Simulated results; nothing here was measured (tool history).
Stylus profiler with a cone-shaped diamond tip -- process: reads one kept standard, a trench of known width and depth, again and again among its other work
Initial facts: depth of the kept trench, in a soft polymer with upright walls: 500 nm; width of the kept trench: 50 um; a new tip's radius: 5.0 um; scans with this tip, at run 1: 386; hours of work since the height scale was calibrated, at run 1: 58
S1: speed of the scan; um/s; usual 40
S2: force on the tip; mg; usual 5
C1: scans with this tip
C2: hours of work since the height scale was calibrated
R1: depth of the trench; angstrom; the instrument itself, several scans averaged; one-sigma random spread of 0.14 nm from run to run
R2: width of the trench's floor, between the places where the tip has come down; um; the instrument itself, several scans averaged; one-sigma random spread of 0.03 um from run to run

run 1 hour=0 | S1=40 S2=5 | C1=386 C2=58 | R1=5138.2 R2=45.42
run 2 hour=18.2 | S1=40 S2=5 | C1=456 C2=68 | R1=5140.5 R2=45.43
run 3 hour=31.2 | S1=40 S2=5 | C1=505 C2=75 | R1=5138.3 R2=45.45
run 4 hour=40.9 | S1=40 S2=5 | C1=542 C2=81 | R1=5139.6 R2=45.52
run 5 hour=53.6 | S1=40 S2=5 | C1=591 C2=88 | R1=5140.6 R2=45.45
run 6 hour=66.3 | S1=40 S2=5 | C1=639 C2=95 | R1=5139.4 R2=45.43
run 7 hour=74.5 | S1=40 S2=1.69 | C1=671 C2=100 | R1=5068.7 R2=45.37
run 8 hour=87.4 | S1=40 S2=11.04 | C1=720 C2=108 | R1=5239.6 R2=45.5
run 9 hour=101.6 | S1=24 S2=3.91 | C1=774 C2=116 | R1=5117.1 R2=45.5
run 10 hour=116.4 | S1=21 S2=2.7 | C1=831 C2=124 | R1=5092.3 R2=45.52
-- hour=118.7 height scale calibrated on a step standard
run 11 hour=135.4 | S1=23 S2=4.2 | C1=902 C2=10 | R1=5122.7 R2=45.56
run 12 hour=149.5 | S1=26 S2=6.8 | C1=956 C2=18 | R1=5171.5 R2=45.49
run 13 hour=161.2 | S1=50 S2=5.62 | C1=1000 C2=24 | R1=5154.5 R2=45.35
run 14 hour=175 | S1=50 S2=5.62 | C1=1053 C2=32 | R1=5153.5 R2=45.33

Predict the results of run 15:
run 15 hour=187.9 | S1=58 S2=2.04 | C1=1102 C2=40 | R1=? R2=?

Run 15 measured R1 5080.7 angstrom, R2 45.27 um.
Minus the tool's unlogged condition, the same run would have read R1 5076.5 angstrom, R2 45.34 um.

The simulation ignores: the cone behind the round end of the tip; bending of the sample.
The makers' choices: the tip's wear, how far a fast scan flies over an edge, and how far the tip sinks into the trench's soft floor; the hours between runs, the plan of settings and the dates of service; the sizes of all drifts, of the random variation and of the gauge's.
